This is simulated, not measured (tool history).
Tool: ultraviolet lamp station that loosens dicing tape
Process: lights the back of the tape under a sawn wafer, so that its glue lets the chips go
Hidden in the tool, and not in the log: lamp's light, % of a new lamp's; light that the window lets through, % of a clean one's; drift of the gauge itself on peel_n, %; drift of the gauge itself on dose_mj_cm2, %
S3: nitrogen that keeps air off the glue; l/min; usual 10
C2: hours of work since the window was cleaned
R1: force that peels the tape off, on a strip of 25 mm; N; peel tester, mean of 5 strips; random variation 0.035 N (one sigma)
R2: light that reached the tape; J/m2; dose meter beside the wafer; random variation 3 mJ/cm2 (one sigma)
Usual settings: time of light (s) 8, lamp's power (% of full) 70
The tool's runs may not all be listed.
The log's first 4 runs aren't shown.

{"run": 5, "day": 3.329, "time of light (s)": 8, "lamp's power (% of full)": 70, "S3": 10, "hours of work of the lamp": 205, "C2": 17, "R1": 1.96, "R2": 4120}
{"run": 6, "day": 4.496, "time of light (s)": 8, "lamp's power (% of full)": 70, "S3": 10, "hours of work of the lamp": 218, "C2": 30, "R1": 2.038, "R2": 4080}
{"run": 7, "day": 5.579, "time of light (s)": 8, "lamp's power (% of full)": 70, "S3": 10, "hours of work of the lamp": 230, "C2": 42, "R1": 2.09, "R2": 4050}
{"run": 8, "day": 6.079, "time of light (s)": 8, "lamp's power (% of full)": 70, "S3": 10, "hours of work of the lamp": 236, "C2": 48, "R1": 2.032, "R2": 4040}
{"run": 9, "day": 7.004, "time of light (s)": 8, "lamp's power (% of full)": 70, "S3": 10, "hours of work of the lamp": 246, "C2": 58, "R1": 2.132, "R2": 3980}
{"run": 10, "day": 7.9, "time of light (s)": 8, "lamp's power (% of full)": 88, "S3": 10, "hours of work of the lamp": 256, "C2": 68, "R1": 1.362, "R2": 5000}
{"run": 11, "day": 8.617, "time of light (s)": 8, "lamp's power (% of full)": 88, "S3": 10, "hours of work of the lamp": 264, "C2": 76, "R1": 1.381, "R2": 4970}
{"run": 12, "day": 9.221, "time of light (s)": 8, "lamp's power (% of full)": 88, "S3": 10, "hours of work of the lamp": 271, "C2": 83, "R1": 1.48, "R2": 4920}
{"run": 13, "day": 10.142, "time of light (s)": 8, "lamp's power (% of full)": 88, "S3": 10, "hours of work of the lamp": 281, "C2": 94, "R1": 1.478, "R2": 4860}
{"run": 14, "day": 10.642, "time of light (s)": 8, "lamp's power (% of full)": 88, "S3": 10, "hours of work of the lamp": 287, "C2": 99, "R1": 1.51, "R2": 4870}
{"run": 15, "day": 11.204, "time of light (s)": 8, "lamp's power (% of full)": 70, "S3": 17, "hours of work of the lamp": 293, "C2": 105, "R1": 1.698, "R2": 3850}
{"run": 16, "day": 12.317, "time of light (s)": 8, "lamp's power (% of full)": 70, "S3": 17, "hours of work of the lamp": 305, "C2": 118, "R1": 1.707, "R2": 3890}

Run 17 comes next. What will it give?
{"run": 17, "day": 13.008, "time of light (s)": 8, "lamp's power (% of full)": 70, "S3": 17, "hours of work of the lamp": 313, "C2": 126, "R1": "?", "R2": "?"}

{"run 17": {"R1": 1.736, "R2": 3850}}
Without the tool's hidden state the same run would have given R1 1.267 N, R2 4530 J/m2.
